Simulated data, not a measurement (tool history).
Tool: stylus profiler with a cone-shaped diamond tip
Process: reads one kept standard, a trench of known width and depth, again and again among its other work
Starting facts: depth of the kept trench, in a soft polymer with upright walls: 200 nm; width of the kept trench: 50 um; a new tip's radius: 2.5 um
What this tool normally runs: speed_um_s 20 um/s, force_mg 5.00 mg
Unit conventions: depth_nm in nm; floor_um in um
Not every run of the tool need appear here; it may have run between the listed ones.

{"run": 1, "hour": 0.0, "speed_um_s": 20, "force_mg": 5.0, "depth_nm": 202.62, "floor_um": 47.94}
{"run": 2, "hour": 28.7, "speed_um_s": 20, "force_mg": 5.0, "depth_nm": 202.93, "floor_um": 47.93}
{"run": 3, "hour": 61.0, "speed_um_s": 20, "force_mg": 5.0, "depth_nm": 202.95, "floor_um": 47.91}
{"run": 4, "hour": 85.3, "speed_um_s": 5, "force_mg": 5.0, "depth_nm": 202.77, "floor_um": 47.95}
{"run": 5, "hour": 110.0, "speed_um_s": 7, "force_mg": 5.0, "depth_nm": 202.77, "floor_um": 47.91}
{"run": 6, "hour": 147.2, "speed_um_s": 7, "force_mg": 5.0, "depth_nm": 202.88, "floor_um": 47.92}
{"run": 7, "hour": 164.7, "speed_um_s": 20, "force_mg": 3.19, "depth_nm": 202.19, "floor_um": 47.9}
{"run": 8, "hour": 205.7, "speed_um_s": 20, "force_mg": 3.19, "depth_nm": 202.28, "floor_um": 47.88}
{"run": 9, "hour": 233.0, "speed_um_s": 20, "force_mg": 5.0, "depth_nm": 202.93, "floor_um": 47.87}
{"run": 10, "hour": 273.3, "speed_um_s": 20, "force_mg": 5.0, "depth_nm": 203.06, "floor_um": 47.93}
{"run": 11, "hour": 310.1, "speed_um_s": 40, "force_mg": 5.0, "depth_nm": 203.04, "floor_um": 47.78}
{"run": 12, "hour": 340.2, "speed_um_s": 40, "force_mg": 5.0, "depth_nm": 202.97, "floor_um": 47.88}
{"run": 13, "hour": 366.6, "speed_um_s": 40, "force_mg": 5.0, "depth_nm": 203.03, "floor_um": 47.82}
{"run": 14, "hour": 405.1, "speed_um_s": 40, "force_mg": 5.0, "depth_nm": 203.11, "floor_um": 47.78}
{"run": 15, "hour": 427.8, "speed_um_s": 40, "force_mg": 5.0, "depth_nm": 203.07, "floor_um": 47.79}
{"hour": 431.8, "done": "height scale calibrated on a step standard"}
{"run": 16, "hour": 462.4, "speed_um_s": 8, "force_mg": 5.42, "depth_nm": 203.42, "floor_um": 47.82}
{"run": 17, "hour": 481.8, "speed_um_s": 8, "force_mg": 5.42, "depth_nm": 203.25, "floor_um": 47.93}
{"run": 18, "hour": 503.2, "speed_um_s": 8, "force_mg": 3.78, "depth_nm": 202.77, "floor_um": 47.76}
{"run": 19, "hour": 523.2, "speed_um_s": 12, "force_mg": 5.0, "depth_nm": 203.32, "floor_um": 47.81}
{"run": 20, "hour": 564.9, "speed_um_s": 12, "force_mg": 5.0, "depth_nm": 203.35, "floor_um": 47.81}
{"run": 21, "hour": 583.4, "speed_um_s": 12, "force_mg": 5.0, "depth_nm": 203.37, "floor_um": 47.82}
{"run": 22, "hour": 607.3, "speed_um_s": 57, "force_mg": 3.19, "depth_nm": 202.63, "floor_um": 47.75}
{"run": 23, "hour": 624.8, "speed_um_s": 13, "force_mg": 9.63, "depth_nm": 204.73, "floor_um": 47.78}
{"run": 24, "hour": 654.9, "speed_um_s": 6, "force_mg": 10.06, "depth_nm": 205.03, "floor_um": 47.74}
{"hour": 683.1, "done": "height scale calibrated on a step standard, once more"}
{"run": 25, "hour": 693.5, "speed_um_s": 11, "force_mg": 10.06, "depth_nm": 204.24, "floor_um": 47.76}
{"run": 26, "hour": 716.9, "speed_um_s": 13, "force_mg": 3.65, "depth_nm": 202.24, "floor_um": 47.74}
{"run": 27, "hour": 747.7, "speed_um_s": 13, "force_mg": 3.65, "depth_nm": 202.29, "floor_um": 47.78}

Predict each of these 5 candidate next runs independently; none follows another, all start after run 27:
{"run": "A", "hour": 769.9, "speed_um_s": 8, "force_mg": 7.55, "depth_nm": "?", "floor_um": "?"}
{"run": "B", "hour": 769.9, "speed_um_s": 59, "force_mg": 4.5, "depth_nm": "?", "floor_um": "?"}
{"run": "C", "hour": 769.9, "speed_um_s": 5, "force_mg": 3.22, "depth_nm": "?", "floor_um": "?"}
{"run": "D", "hour": 769.9, "speed_um_s": 12, "force_mg": 6.14, "depth_nm": "?", "floor_um": "?"}
{"run": "E", "hour": 769.9, "speed_um_s": 14, "force_mg": 8.83, "depth_nm": "?", "floor_um": "?"}

run=A depth_nm=203.50 floor_um=47.80
run=B depth_nm=202.50 floor_um=47.64
run=C depth_nm=202.16 floor_um=47.73
run=D depth_nm=203.01 floor_um=47.74
run=E depth_nm=204.02 floor_um=47.74
What these runs would have given with no unlogged condition in the tool:
run=A depth_nm=203.49 floor_um=48.08
run=B depth_nm=202.49 floor_um=47.92
run=C depth_nm=202.15 floor_um=48.01
run=D depth_nm=203.01 floor_um=48.02
run=E depth_nm=204.01 floor_um=48.02

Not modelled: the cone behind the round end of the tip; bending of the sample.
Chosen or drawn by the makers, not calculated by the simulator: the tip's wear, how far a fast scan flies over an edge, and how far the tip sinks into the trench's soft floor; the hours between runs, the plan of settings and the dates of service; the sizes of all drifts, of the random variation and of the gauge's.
